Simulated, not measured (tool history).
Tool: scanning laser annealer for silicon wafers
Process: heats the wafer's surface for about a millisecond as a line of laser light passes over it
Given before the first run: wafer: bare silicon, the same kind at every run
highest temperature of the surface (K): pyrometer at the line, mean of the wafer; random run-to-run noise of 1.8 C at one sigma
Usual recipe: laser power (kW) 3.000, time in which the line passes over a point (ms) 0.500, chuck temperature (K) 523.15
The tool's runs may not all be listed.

| run | hour | laser power (kW) | time in which the line passes over a point (ms) | chuck temperature (K) | highest temperature of the surface (K) |
|---|---|---|---|---|---|
| 1 | 0.0 | 3.000 | 0.500 | 523.15 | 1236.15 |
| 2 | 7.3 | 3.000 | 0.500 | 523.15 | 1234.15 |
| 3 | 17.6 | 3.000 | 0.500 | 523.15 | 1234.15 |
| 4 | 23.7 | 3.000 | 0.500 | 524.15 | 1239.15 |
|  | 29.7 | optics aligned, line set to its width |
| 5 | 36.0 | 3.000 | 0.500 | 524.15 | 1234.15 |
| 6 | 42.1 | 3.000 | 0.500 | 524.15 | 1235.15 |
| 7 | 50.1 | 3.000 | 0.500 | 524.15 | 1230.15 |
| 8 | 57.8 | 3.000 | 0.500 | 524.15 | 1233.15 |
| 9 | 66.5 | 3.208 | 0.375 | 524.15 | 1181.15 |
| 10 | 77.1 | 2.929 | 0.500 | 554.15 | 1245.15 |
| 11 | 88.2 | 3.000 | 0.500 | 554.15 | 1260.15 |
|  | 96.4 | optics aligned, line set to its width, once more |
| 12 | 98.8 | 3.000 | 0.500 | 544.15 | 1272.15 |

Subtracting, for every run, the result it would have given without the tool's unlogged condition from the measured result gives the following. The same run-to-run variation enters both numbers; the gauge's scatter may not:
The tool's hidden condition here consists of: light that passes the window, % of a clean one's; laser's true power over the reading, %; width of the line over the set one, %; drift of the gauge itself on peak_c, C.
| run | highest temperature of the surface (K) |
|---|---|
| 1 | -40.00 |
| 2 | -40.00 |
| 3 | -41.00 |
| 4 | -41.00 |
| 5 | -44.00 |
| 6 | -45.00 |
| 7 | -44.00 |
| 8 | -45.00 |
| 9 | -42.00 |
| 10 | -45.00 |
| 11 | -46.00 |
| 12 | -28.00 |

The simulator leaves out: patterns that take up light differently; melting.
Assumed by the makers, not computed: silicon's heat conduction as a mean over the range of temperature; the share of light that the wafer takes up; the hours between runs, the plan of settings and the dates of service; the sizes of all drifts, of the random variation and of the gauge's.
